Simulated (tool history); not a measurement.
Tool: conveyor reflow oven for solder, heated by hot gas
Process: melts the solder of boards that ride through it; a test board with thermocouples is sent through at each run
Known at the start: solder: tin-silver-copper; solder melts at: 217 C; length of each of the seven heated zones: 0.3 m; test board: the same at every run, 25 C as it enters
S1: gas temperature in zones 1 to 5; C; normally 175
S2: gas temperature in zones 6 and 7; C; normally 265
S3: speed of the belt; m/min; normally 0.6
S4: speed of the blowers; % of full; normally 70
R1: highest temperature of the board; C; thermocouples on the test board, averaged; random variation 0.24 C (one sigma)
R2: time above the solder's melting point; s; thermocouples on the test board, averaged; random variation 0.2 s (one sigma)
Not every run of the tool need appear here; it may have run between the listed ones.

| run | hour | S1 | S2 | S3 | S4 | R1 | R2 |
|---|---|---|---|---|---|---|---|
| 1 | 0 | 175 | 265 | 0.6 | 70 | 246.9 | 41.3 |
| 2 | 17.3 | 175 | 265 | 0.6 | 70 | 246.8 | 41.1 |
| 3 | 31.4 | 175 | 265 | 0.6 | 70 | 246.6 | 41.2 |
| 4 | 42.2 | 175 | 265 | 0.6 | 57 | 242.9 | 37.3 |
|  | 52.3 | flux residue cleaned out of gas plates and filters |
| 5 | 57.2 | 175 | 265 | 0.6 | 57 | 245.9 | 40.6 |
| 6 | 66.5 | 175 | 265 | 0.6 | 56 | 245.6 | 40.4 |
| 7 | 80.6 | 175 | 265 | 0.6 | 56 | 245.6 | 40.2 |
| 8 | 98.9 | 175 | 265 | 0.6 | 56 | 245 | 40.3 |
| 9 | 114 | 175 | 265 | 0.638 | 70 | 247.1 | 39.5 |
| 10 | 130 | 175 | 265 | 0.638 | 70 | 247.8 | 39.8 |
| 11 | 144.8 | 175 | 265 | 0.638 | 70 | 248 | 39.6 |
|  | 150.5 | belt drive overhauled, speed set with a stopwatch |
| 12 | 164.9 | 175 | 265 | 0.6 | 70 | 249.4 | 43.7 |
| 13 | 179.9 | 175 | 265 | 0.6 | 70 | 249.4 | 43.6 |

Run 14, settings as shown, results not yet in. Your forecast:
| 14 | 192.9 | 175 | 265 | 0.6 | 70 | ? | ? |

{"run 14": {"R1": 249.2, "R2": 43.3}}
Take away the tool's hidden state, keep the run-to-run variation as it was, and the same run would have given R1 250.4 C, R2 43.8 s.
